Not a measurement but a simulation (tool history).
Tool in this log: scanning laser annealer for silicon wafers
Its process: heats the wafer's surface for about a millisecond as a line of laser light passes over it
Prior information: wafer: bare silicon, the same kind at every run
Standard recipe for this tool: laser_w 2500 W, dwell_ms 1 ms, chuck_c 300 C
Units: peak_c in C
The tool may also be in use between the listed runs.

{"run": 1, "hour": 0.0, "laser_w": 2500, "dwell_ms": 1, "chuck_c": 300, "peak_c": 997}
{"run": 2, "hour": 61.3, "laser_w": 2410, "dwell_ms": 1, "chuck_c": 300, "peak_c": 963}
{"run": 3, "hour": 119.4, "laser_w": 2410, "dwell_ms": 1, "chuck_c": 323, "peak_c": 982}
{"run": 4, "hour": 214.9, "laser_w": 2500, "dwell_ms": 1, "chuck_c": 300, "peak_c": 983}
{"run": 5, "hour": 298.8, "laser_w": 2500, "dwell_ms": 1, "chuck_c": 300, "peak_c": 983}
{"run": 6, "hour": 357.3, "laser_w": 2500, "dwell_ms": 1, "chuck_c": 300, "peak_c": 977}
{"run": 7, "hour": 422.5, "laser_w": 2500, "dwell_ms": 1, "chuck_c": 300, "peak_c": 977}
{"hour": 433.0, "done": "window over the wafer cleaned"}
{"run": 8, "hour": 505.9, "laser_w": 2500, "dwell_ms": 1, "chuck_c": 300, "peak_c": 999}
{"run": 9, "hour": 547.8, "laser_w": 2500, "dwell_ms": 1, "chuck_c": 300, "peak_c": 994}
{"run": 10, "hour": 589.1, "laser_w": 2500, "dwell_ms": 1, "chuck_c": 300, "peak_c": 992}
{"run": 11, "hour": 685.8, "laser_w": 2500, "dwell_ms": 1, "chuck_c": 300, "peak_c": 986}
{"run": 12, "hour": 762.1, "laser_w": 2500, "dwell_ms": 1, "chuck_c": 300, "peak_c": 982}
{"hour": 774.4, "done": "optics aligned, line set to its width"}
{"run": 13, "hour": 837.0, "laser_w": 2500, "dwell_ms": 1, "chuck_c": 300, "peak_c": 981}
{"run": 14, "hour": 934.2, "laser_w": 2500, "dwell_ms": 1, "chuck_c": 300, "peak_c": 978}
{"hour": 985.2, "done": "optics aligned, line set to its width, once more"}
{"hour": 1018.6, "done": "window over the wafer cleaned"}
{"run": 15, "hour": 1024.4, "laser_w": 2500, "dwell_ms": 1, "chuck_c": 300, "peak_c": 1006}
{"run": 16, "hour": 1072.8, "laser_w": 2500, "dwell_ms": 1, "chuck_c": 300, "peak_c": 1000}
{"run": 17, "hour": 1151.4, "laser_w": 2708, "dwell_ms": 1, "chuck_c": 300, "peak_c": 1074}
{"run": 18, "hour": 1210.3, "laser_w": 2733, "dwell_ms": 1, "chuck_c": 304, "peak_c": 1089}
{"run": 19, "hour": 1262.1, "laser_w": 2391, "dwell_ms": 1, "chuck_c": 300, "peak_c": 952}
{"run": 20, "hour": 1338.4, "laser_w": 2391, "dwell_ms": 1, "chuck_c": 300, "peak_c": 951}
{"run": 21, "hour": 1417.9, "laser_w": 2500, "dwell_ms": 1.18, "chuck_c": 300, "peak_c": 1040}
{"run": 22, "hour": 1507.4, "laser_w": 2500, "dwell_ms": 0.95, "chuck_c": 300, "peak_c": 964}
{"run": 23, "hour": 1564.9, "laser_w": 2500, "dwell_ms": 0.95, "chuck_c": 300, "peak_c": 960}
{"hour": 1594.2, "done": "window over the wafer cleaned"}
{"run": 24, "hour": 1642.1, "laser_w": 2481, "dwell_ms": 1.01, "chuck_c": 300, "peak_c": 995}
{"run": 25, "hour": 1686.2, "laser_w": 2528, "dwell_ms": 0.72, "chuck_c": 300, "peak_c": 906}
{"run": 26, "hour": 1779.9, "laser_w": 2500, "dwell_ms": 0.79, "chuck_c": 339, "peak_c": 958}
{"run": 27, "hour": 1822.2, "laser_w": 2500, "dwell_ms": 0.79, "chuck_c": 339, "peak_c": 961}
{"run": 28, "hour": 1914.6, "laser_w": 2500, "dwell_ms": 0.79, "chuck_c": 339, "peak_c": 951}
{"run": 29, "hour": 2002.5, "laser_w": 2500, "dwell_ms": 0.79, "chuck_c": 339, "peak_c": 950}
{"run": 30, "hour": 2100.2, "laser_w": 2324, "dwell_ms": 0.9, "chuck_c": 339, "peak_c": 923}
{"run": 31, "hour": 2160.5, "laser_w": 2456, "dwell_ms": 0.98, "chuck_c": 283, "peak_c": 936}
{"hour": 2167.6, "done": "window over the wafer cleaned"}
{"run": 32, "hour": 2246.8, "laser_w": 2456, "dwell_ms": 0.98, "chuck_c": 340, "peak_c": 1009}
{"run": 33, "hour": 2331.5, "laser_w": 2456, "dwell_ms": 0.98, "chuck_c": 340, "peak_c": 1007}

Here are 5 independent what-if runs from the current tool condition. What would each one return?
{"run": "A", "hour": 2391.7, "laser_w": 2666, "dwell_ms": 1, "chuck_c": 297, "peak_c": "?"}
{"run": "B", "hour": 2391.7, "laser_w": 2410, "dwell_ms": 1, "chuck_c": 303, "peak_c": "?"}
{"run": "C", "hour": 2391.7, "laser_w": 2545, "dwell_ms": 1, "chuck_c": 292, "peak_c": "?"}
{"run": "D", "hour": 2391.7, "laser_w": 2500, "dwell_ms": 1.13, "chuck_c": 300, "peak_c": "?"}
{"run": "E", "hour": 2391.7, "laser_w": 2652, "dwell_ms": 1.15, "chuck_c": 340, "peak_c": "?"}

run=A peak_c=1047
run=B peak_c=958
run=C peak_c=997
run=D peak_c=1025
run=E peak_c=1131
Take away the tool's hidden state, keep each run's random variation, and the runs would have read:
run=A peak_c=1073
run=B peak_c=981
run=C peak_c=1022
run=D peak_c=1051
run=E peak_c=1159

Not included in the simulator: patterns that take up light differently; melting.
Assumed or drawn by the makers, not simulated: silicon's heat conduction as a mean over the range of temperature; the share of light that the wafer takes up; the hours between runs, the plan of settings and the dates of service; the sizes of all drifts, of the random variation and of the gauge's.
